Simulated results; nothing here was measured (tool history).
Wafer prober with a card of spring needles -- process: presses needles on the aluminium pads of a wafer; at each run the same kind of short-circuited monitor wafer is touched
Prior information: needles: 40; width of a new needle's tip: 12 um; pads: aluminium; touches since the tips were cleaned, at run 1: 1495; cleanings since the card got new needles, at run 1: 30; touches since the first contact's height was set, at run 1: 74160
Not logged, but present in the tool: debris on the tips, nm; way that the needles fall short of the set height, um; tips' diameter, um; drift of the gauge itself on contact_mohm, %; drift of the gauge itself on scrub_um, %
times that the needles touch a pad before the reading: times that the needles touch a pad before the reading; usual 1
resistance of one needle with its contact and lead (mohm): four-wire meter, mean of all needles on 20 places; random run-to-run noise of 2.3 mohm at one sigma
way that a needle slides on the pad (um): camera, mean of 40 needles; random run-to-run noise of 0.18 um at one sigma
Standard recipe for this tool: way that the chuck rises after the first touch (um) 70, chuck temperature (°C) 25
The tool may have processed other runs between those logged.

run	hour	way that the chuck rises after the first touch (um)	chuck temperature (°C)	times that the needles touch a pad before the reading	touches since the tips were cleaned	cleanings since the card got new needles	touches since the first contact's height was set	resistance of one needle with its contact and lead (mohm)	way that a needle slides on the pad (um)
1	0	70	25	1	1495	30	74160	260	18.21
# hour 1.5: tips cleaned on abrasive film
# hour 6.8: tips cleaned on abrasive film
2	10	70	46	1	1371	32	78326	265	18.08
# hour 12.1: tips cleaned on abrasive film
3	15.5	70	46	1	1438	33	80640	267	17.69
# hour 17.4: tips cleaned on abrasive film
4	21.8	70	25	1	1895	34	83296	265	17.78
# hour 22.5: tips cleaned on abrasive film
# hour 27.5: tips cleaned on abrasive film
5	28.6	70	25	1	475	36	86109	258	17.27
# hour 32.6: tips cleaned on abrasive film
# hour 37.8: tips cleaned on abrasive film
6	38.3	70	25	1	210	38	90160	254	17.66
# hour 43: tips cleaned on abrasive film
7	43.3	70	49	1	141	39	92247	261	17.64
# hour 48.3: tips cleaned on abrasive film
8	52.5	70	49	2	1802	40	96126	261	17.88
# hour 53.6: tips cleaned on abrasive film
9	56.9	70	49	2	1402	41	97943	266	17.97
# hour 58.8: tips cleaned on abrasive film
# hour 63.8: tips cleaned on abrasive film
10	66.4	70	49	2	1109	43	101925	263	17.77
# hour 68.9: tips cleaned on abrasive film
# hour 74.4: tips cleaned on abrasive film
11	75.8	70	49	1	631	45	105865	267	17.16
# hour 79.8: tips cleaned on abrasive film
12	81.7	70	49	1	815	46	108320	266	17.63
# hour 85.2: tips cleaned on abrasive film
13	86.9	70	25	1	738	47	110500	259	17.65
# hour 90.4: tips cleaned on abrasive film
14	91.4	70	25	1	418	48	112367	258	17.21
# hour 95.9: tips cleaned on abrasive film
15	97.6	70	25	1	761	49	114989	262	17.53
# hour 101.3: tips cleaned on abrasive film
16	103.3	70	25	1	853	50	117346	265	17.33
# hour 104.4: height of the first contact set anew
# hour 106.7: tips cleaned on abrasive film
# hour 111.7: tips cleaned on abrasive film
17	111.7	70	26	1	0	52	3034	255	16.47
# hour 117.3: tips cleaned on abrasive film
18	118.3	70	26	1	417	53	5790	263	16.55
# hour 122.3: tips cleaned on abrasive film
19	123.2	70	26	1	366	54	7841	259	16.71
# hour 127.6: tips cleaned on abrasive film
20	130.5	57	62	2	1216	55	10920	273	13.04
# hour 132.8: tips cleaned on abrasive film
# hour 138.2: tips cleaned on abrasive film
21	139.6	57	26	1	610	57	14714	264	13.09
# hour 143.7: tips cleaned on abrasive film
# hour 149.1: height of the first contact set anew, once more
# hour 149.2: tips cleaned on abrasive film
22	149.2	57	26	1	0	59	0	255	15.17
# hour 154.3: tips cleaned on abrasive film
23	158	57	26	1	1602	60	3738	264	15.14
# hour 159.8: tips cleaned on abrasive film
24	164.4	57	26	2	1965	61	6423	262	15.52
# hour 165: tips cleaned on abrasive film
# hour 170.5: tips cleaned on abrasive film
25	174.4	53	116	3	1651	63	10575	283	14.21
# hour 175.9: tips cleaned on abrasive film
26	179.6	70	95	1	1557	64	12744	284	18.92
# hour 181: tips cleaned on abrasive film
27	184.4	70	25	2	1443	65	14766	256	18.67
# hour 186.1: tips cleaned on abrasive film
28	188.5	70	46	1	996	66	16457	267	18.71
# hour 191.2: tips cleaned on abrasive film
29	195.6	70	46	1	1886	67	19451	272	18.67
# hour 196.1: tips cleaned on abrasive film
# hour 201.6: tips cleaned on abrasive film
30	205.3	70	46	1	1577	69	23487	269	18.59
# hour 206.9: tips cleaned on abrasive film
# hour 212.3: tips cleaned on abrasive film
31	214.5	77	34	2	930	71	27323	262	20.34

4 options for the next run, each taken on its own from the tool as it stands now. Forecast them:
# hour 217.4: tips cleaned on abrasive film
# hour 222.5: tips cleaned on abrasive film
A	222.7	77	55	2	75	73	30736	?	?
# hour 217.4: tips cleaned on abrasive film
# hour 222.5: tips cleaned on abrasive film
B	222.7	72	119	2	75	73	30736	?	?
# hour 217.4: tips cleaned on abrasive film
# hour 222.5: tips cleaned on abrasive film
C	222.7	70	26	2	75	73	30736	?	?
# hour 217.4: tips cleaned on abrasive film
# hour 222.5: tips cleaned on abrasive film
D	222.7	77	34	1	75	73	30736	?	?

run	resistance of one needle with its contact and lead (mohm)	way that a needle slides on the pad (um)
A	264	20.45
B	276	18.92
C	254	18.24
D	258	20.22
Without the tool's unlogged condition, the same runs would have read:
run	resistance of one needle with its contact and lead (mohm)	way that a needle slides on the pad (um)
A	265	20.89
B	276	19.35
C	253	18.67
D	257	20.65
